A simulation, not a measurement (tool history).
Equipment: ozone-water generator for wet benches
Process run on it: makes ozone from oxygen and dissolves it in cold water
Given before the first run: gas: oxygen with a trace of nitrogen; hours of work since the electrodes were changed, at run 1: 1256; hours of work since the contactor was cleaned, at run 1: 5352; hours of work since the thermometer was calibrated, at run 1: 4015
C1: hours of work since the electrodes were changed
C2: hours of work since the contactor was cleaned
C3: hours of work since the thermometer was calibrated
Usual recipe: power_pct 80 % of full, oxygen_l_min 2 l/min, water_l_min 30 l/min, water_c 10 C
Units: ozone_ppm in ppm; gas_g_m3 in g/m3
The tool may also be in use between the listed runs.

Run 1, hour 0: usual settings; C1 1256; C2 5352; C3 4015. Result: ozone_ppm 12.5 ppm, gas_g_m3 284.8 g/m3.
Run 2, hour 54.3: usual settings; C1 1308; C2 5404; C3 4068. Result: ozone_ppm 12.4 ppm, gas_g_m3 281.7 g/m3.
Run 3, hour 121.3: usual settings; C1 1373; C2 5469; C3 4133. Result: ozone_ppm 12.4 ppm, gas_g_m3 284.7 g/m3.
Run 4, hour 170.6: usual settings; C1 1421; C2 5517; C3 4181. Result: ozone_ppm 12.4 ppm, gas_g_m3 281.1 g/m3.
Run 5, hour 235: usual settings but water_c 13 C; C1 1483; C2 5579; C3 4243. Result: ozone_ppm 12.1 ppm, gas_g_m3 282.9 g/m3.
Run 6, hour 279.4: usual settings but water_c 13 C; C1 1526; C2 5622; C3 4286. Result: ozone_ppm 12.1 ppm, gas_g_m3 280.7 g/m3.
Run 7, hour 324.8: usual settings but oxygen_l_min 2.49 l/min; C1 1570; C2 5666; C3 4330. Result: ozone_ppm 13.6 ppm, gas_g_m3 260.5 g/m3.
Run 8, hour 387.7: usual settings but water_c 6 C; C1 1631; C2 5727; C3 4391. Result: ozone_ppm 12.3 ppm, gas_g_m3 281 g/m3.
Run 9, hour 445.6: usual settings but water_c 6 C; C1 1687; C2 5783; C3 4447. Result: ozone_ppm 12.2 ppm, gas_g_m3 279.5 g/m3.
Run 10, hour 503.1: usual settings but water_c 6 C; C1 1743; C2 5839; C3 4503. Result: ozone_ppm 12.5 ppm, gas_g_m3 278.7 g/m3.
Run 11, hour 564.9: usual settings but water_c 6 C; C1 1803; C2 5899; C3 4563. Result: ozone_ppm 12.6 ppm, gas_g_m3 280.2 g/m3.
Run 12, hour 616.9: usual settings but power_pct 79 % of full, oxygen_l_min 1.8 l/min, water_l_min 22 l/min, water_c 6 C; C1 1853; C2 5949; C3 4613. Result: ozone_ppm 16.6 ppm, gas_g_m3 284.6 g/m3.
Run 13, hour 672.2: usual settings but power_pct 61 % of full, oxygen_l_min 1.68 l/min, water_l_min 19 l/min, water_c 6 C; C1 1907; C2 6003; C3 4667. Result: ozone_ppm 14.9 ppm, gas_g_m3 234.3 g/m3.
Run 14, hour 718.2: usual settings but oxygen_l_min 1.81 l/min, water_l_min 37 l/min; C1 1952; C2 6048; C3 4711. Result: ozone_ppm 8.9 ppm, gas_g_m3 286.7 g/m3.
Run 15, hour 786.4: usual settings but oxygen_l_min 1.81 l/min, water_l_min 37 l/min; C1 2018; C2 6114; C3 4777. Result: ozone_ppm 8.9 ppm, gas_g_m3 288.2 g/m3.
Run 16, hour 830.5: usual settings but power_pct 57 % of full, oxygen_l_min 2.29 l/min; C1 2060; C2 6156; C3 4820. Result: ozone_ppm 9.6 ppm, gas_g_m3 200.5 g/m3.
Run 17, hour 881: usual settings but water_c 7 C; C1 2109; C2 6206; C3 4869. Result: ozone_ppm 12.2 ppm, gas_g_m3 277.5 g/m3.

Expected results for the next run?
At hour 891.1: water thermometer calibrated.
Run 18, hour 949.7: usual settings but water_c 7 C; C1 2176; C2 6272; C3 57. Result: ozone_ppm ?, gas_g_m3 ?.

Run 18 produced ozone_ppm 12.3 ppm, gas_g_m3 275 g/m3.
Had the tool carried no hidden state, the very same run would have given ozone_ppm 13.9 ppm, gas_g_m3 294.7 g/m3.
